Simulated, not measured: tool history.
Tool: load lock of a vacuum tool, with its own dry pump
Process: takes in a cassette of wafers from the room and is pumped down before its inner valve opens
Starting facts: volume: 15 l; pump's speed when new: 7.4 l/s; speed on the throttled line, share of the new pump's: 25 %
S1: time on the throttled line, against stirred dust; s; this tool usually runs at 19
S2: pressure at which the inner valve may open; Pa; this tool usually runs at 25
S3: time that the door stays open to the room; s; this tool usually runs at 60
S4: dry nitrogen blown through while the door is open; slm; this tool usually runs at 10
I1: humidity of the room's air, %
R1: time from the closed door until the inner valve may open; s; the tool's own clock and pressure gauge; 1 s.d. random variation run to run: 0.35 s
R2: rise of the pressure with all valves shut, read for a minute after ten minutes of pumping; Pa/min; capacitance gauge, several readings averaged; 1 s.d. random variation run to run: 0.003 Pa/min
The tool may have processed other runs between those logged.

Run 1, day 0: usual settings; I1 46.7. Result: R1 32.9 s, R2 0.055 Pa/min.
Run 2, day 4.429: usual settings; I1 42.4. Result: R1 31.8 s, R2 0.052 Pa/min.
Run 3, day 7.117: usual settings but S4 42 slm; I1 42.5. Result: R1 32.2 s, R2 0.032 Pa/min.
Run 4, day 10.321: usual settings; I1 47.1. Result: R1 31.6 s, R2 0.053 Pa/min.
Run 5, day 14.396: usual settings; I1 44.9. Result: R1 32.3 s, R2 0.06 Pa/min.
Run 6, day 18.867: usual settings but S2 22 Pa; I1 43.8. Result: R1 31.7 s, R2 0.055 Pa/min.
Run 7, day 22.946: usual settings but S2 22 Pa; I1 48.5. Result: R1 31.7 s, R2 0.056 Pa/min.
Run 8, day 26.521: usual settings but S2 24 Pa; I1 44.6. Result: R1 32.4 s, R2 0.055 Pa/min.
Run 9, day 29.704: usual settings; I1 42.6. Result: R1 32.2 s, R2 0.054 Pa/min.
Run 10, day 31.817: usual settings; I1 43.3. Result: R1 31.5 s, R2 0.055 Pa/min.
Run 11, day 35.179: usual settings; I1 44.5. Result: R1 32.1 s, R2 0.056 Pa/min.
Run 12, day 38.488: usual settings; I1 46.5. Result: R1 32 s, R2 0.049 Pa/min.
Run 13, day 41.042: usual settings but S3 37 s, S4 6 slm; I1 47.4. Result: R1 31.9 s, R2 0.049 Pa/min.
Run 14, day 45.354: usual settings but S3 37 s, S4 6 slm; I1 44.7. Result: R1 31.9 s, R2 0.046 Pa/min.
Run 15, day 49.538: usual settings but S3 37 s, S4 6 slm; I1 47.7. Result: R1 32.2 s, R2 0.048 Pa/min.
Run 16, day 51.883: usual settings but S1 34 s, S3 33 s, S4 6 slm; I1 44.8. Result: R1 43.1 s, R2 0.041 Pa/min.
Run 17, day 54.446: usual settings but S1 34 s, S3 104 s, S4 6 slm; I1 46.9. Result: R1 42.9 s, R2 0.091 Pa/min.
Run 18, day 56.596: usual settings but S1 34 s, S3 112 s, S4 6 slm; I1 45. Result: R1 42.9 s, R2 0.091 Pa/min.
Run 19, day 61.075: usual settings but S1 34 s, S3 112 s, S4 6 slm; I1 44.6. Result: R1 43.5 s, R2 0.09 Pa/min.
Run 20, day 63.021: usual settings but S1 34 s, S3 112 s, S4 6 slm; I1 45.4. Result: R1 43 s, R2 0.091 Pa/min.
Run 21, day 66.738: usual settings but S1 10 s, S2 36 Pa, S4 5 slm; I1 41.5. Result: R1 24.5 s, R2 0.061 Pa/min.
Run 22, day 69.879: usual settings but S2 27 Pa, S4 6 slm; I1 46.2. Result: R1 32.4 s, R2 0.061 Pa/min.
Run 23, day 72.775: usual settings but S1 12 s, S2 27 Pa, S3 92 s, S4 7 slm; I1 40.6. Result: R1 27 s, R2 0.068 Pa/min.

Predict the results of run 24:
Run 24, day 75.717: usual settings but S1 14 s, S2 43 Pa, S3 61 s, S4 21 slm; I1 48.7. Result: R1 ?, R2 ?.

Run 24 came out at R1 27.8 s, R2 0.053 Pa/min.
With the hidden condition absent and the run-to-run variation left alone, this run would have shown R1 26.5 s, R2 0.043 Pa/min.
